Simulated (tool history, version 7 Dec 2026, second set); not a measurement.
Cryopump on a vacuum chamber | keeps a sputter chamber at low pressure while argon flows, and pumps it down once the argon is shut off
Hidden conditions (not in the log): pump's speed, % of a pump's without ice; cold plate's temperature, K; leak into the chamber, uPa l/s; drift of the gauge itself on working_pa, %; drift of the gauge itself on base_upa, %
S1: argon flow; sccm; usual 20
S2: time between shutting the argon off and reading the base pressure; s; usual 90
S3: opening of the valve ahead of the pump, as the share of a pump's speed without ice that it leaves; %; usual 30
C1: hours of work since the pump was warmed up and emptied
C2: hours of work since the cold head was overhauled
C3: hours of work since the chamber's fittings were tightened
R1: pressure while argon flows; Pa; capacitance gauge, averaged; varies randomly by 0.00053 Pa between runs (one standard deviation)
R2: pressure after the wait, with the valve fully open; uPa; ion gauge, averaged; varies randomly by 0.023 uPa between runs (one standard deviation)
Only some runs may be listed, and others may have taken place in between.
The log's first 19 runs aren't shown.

run 20 hour=1117.6 | S1=9 S2=128 S3=20 | C1=531 C2=531 C3=1663 | R1=0.032 R2=1.11
run 21 hour=1200.6 | S1=9 S2=128 S3=20 | C1=564 C2=564 C3=1696 | R1=0.0323 R2=1.12
run 22 hour=1243.7 | S1=9 S2=61 S3=20 | C1=582 C2=582 C3=1714 | R1=0.0314 R2=1.65
run 23 hour=1288.4 | S1=27 S2=68 S3=27 | C1=600 C2=600 C3=1732 | R1=0.0722 R2=1.52
run 24 hour=1365.6 | S1=19 S2=25 S3=32 | C1=631 C2=631 C3=1763 | R1=0.0448 R2=2.88
-- hour=1419.4 pump warmed up, emptied and cooled again
run 25 hour=1428.2 | S1=21 S2=162 S3=56 | C1=4 C2=654 C3=1786 | R1=0.0261 R2=0.92
run 26 hour=1495.4 | S1=16 S2=90 S3=32 | C1=31 C2=681 C3=1813 | R1=0.0342 R2=1.22
run 27 hour=1560.4 | S1=16 S2=90 S3=32 | C1=57 C2=708 C3=1840 | R1=0.0344 R2=1.19
run 28 hour=1609 | S1=16 S2=90 S3=32 | C1=77 C2=727 C3=1859 | R1=0.0338 R2=1.22
run 29 hour=1669.6 | S1=38 S2=32 S3=49 | C1=101 C2=752 C3=1884 | R1=0.0538 R2=2.3
run 30 hour=1736.9 | S1=25 S2=90 S3=58 | C1=128 C2=779 C3=1911 | R1=0.0295 R2=1.27
run 31 hour=1815.6 | S1=31 S2=90 S3=58 | C1=160 C2=811 C3=1943 | R1=0.038 R2=1.31
run 32 hour=1897.9 | S1=31 S2=90 S3=58 | C1=193 C2=844 C3=1976 | R1=0.0382 R2=1.27
run 33 hour=1949.9 | S1=18 S2=31 S3=30 | C1=214 C2=865 C3=1997 | R1=0.0418 R2=2.44

Here are 5 independent what-if runs from the current tool condition. What would each one return?
run A hour=2021.9 | S1=26 S2=90 S3=30 | C1=243 C2=894 C3=2026 | R1=? R2=?
run B hour=2021.9 | S1=39 S2=31 S3=30 | C1=243 C2=894 C3=2026 | R1=? R2=?
run C hour=2021.9 | S1=18 S2=43 S3=30 | C1=243 C2=894 C3=2026 | R1=? R2=?
run D hour=2021.9 | S1=20 S2=45 S3=30 | C1=243 C2=894 C3=2026 | R1=? R2=?
run E hour=2021.9 | S1=8 S2=31 S3=19 | C1=243 C2=894 C3=2026 | R1=? R2=?

run=A R1=0.0613 R2=1.24
run=B R1=0.0901 R2=2.38
run=C R1=0.0416 R2=2.03
run=D R1=0.0472 R2=1.91
run=E R1=0.0287 R2=2.43
With no hidden state in the tool, these same runs would have given:
run=A R1=0.0593 R2=0.67
run=B R1=0.0871 R2=1.81
run=C R1=0.0402 R2=1.44
run=D R1=0.0457 R2=1.34
run=E R1=0.0281 R2=1.85
